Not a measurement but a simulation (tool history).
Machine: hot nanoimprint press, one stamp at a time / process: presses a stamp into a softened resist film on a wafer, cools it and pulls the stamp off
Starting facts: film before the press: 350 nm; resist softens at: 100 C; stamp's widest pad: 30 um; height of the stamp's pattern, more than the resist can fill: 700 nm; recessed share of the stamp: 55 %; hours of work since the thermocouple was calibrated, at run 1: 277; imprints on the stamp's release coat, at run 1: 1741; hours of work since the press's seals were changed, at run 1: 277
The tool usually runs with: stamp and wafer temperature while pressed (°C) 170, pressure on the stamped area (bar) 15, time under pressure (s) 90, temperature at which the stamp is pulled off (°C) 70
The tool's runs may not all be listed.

run,day,stamp and wafer temperature while pressed (°C),pressure on the stamped area (bar),time under pressure (s),temperature at which the stamp is pulled off (°C),hours of work since the thermocouple was calibrated,imprints on the stamp's release coat,hours of work since the press's seals were changed,resist left under the stamp's widest pad (angstrom),greatest force while the stamp is pulled off (N)
1,0,170,15,90,70,277,1741,277,1310,421
# day 0.617: plate thermocouple calibrated
# day 3.562: stamp cleaned and given a new release coat
2,3.717,170,15,90,70,51,9,337,1268,234
3,7.542,170,15,90,70,120,253,406,1283,250
4,10.838,170,15,90,70,179,464,465,1300,272
5,12.454,170,15,90,70,208,567,494,1308,291
6,15.588,170,15,90,70,264,767,551,1318,320
# day 17.079: plate thermocouple calibrated
7,18.454,170,10.6,90,70,25,942,600,1469,318
8,20.467,170,15,90,70,61,1070,636,1268,344
9,22.567,170,15,90,70,99,1204,674,1287,353
10,24.221,170,15,90,70,128,1310,703,1282,371
11,27.429,170,15,90,70,186,1515,761,1296,404
12,30.521,170,15,90,70,241,1712,816,1316,405
# day 33.029: plate thermocouple calibrated
# day 34.429: stamp cleaned and given a new release coat
13,34.512,170,15,111,70,22,5,881,1192,235
# day 36.246: press's hydraulic seals changed and the load cell set to zero
14,36.708,170,15,90,70,56,124,8,1260,245
15,40.45,170,15,90,70,123,363,75,1267,265
16,44.075,181,21.3,90,62,188,594,141,628,343
17,46.821,174,15,48,71,237,769,190,1386,317
18,49.292,173,12,85,63,282,927,234,1272,373

Predict the results of run 19:
# day 49.704: plate thermocouple calibrated
19,52.954,170,20.6,90,70,58,1153,298,?,?

{"run 19": {"resist left under the stamp's widest pad (angstrom)": 1092, "greatest force while the stamp is pulled off (N)": 350}}
If the tool had no hidden condition, the same run with the same run-to-run variation would have returned resist left under the stamp's widest pad (angstrom) 1067, greatest force while the stamp is pulled off (N) 231.
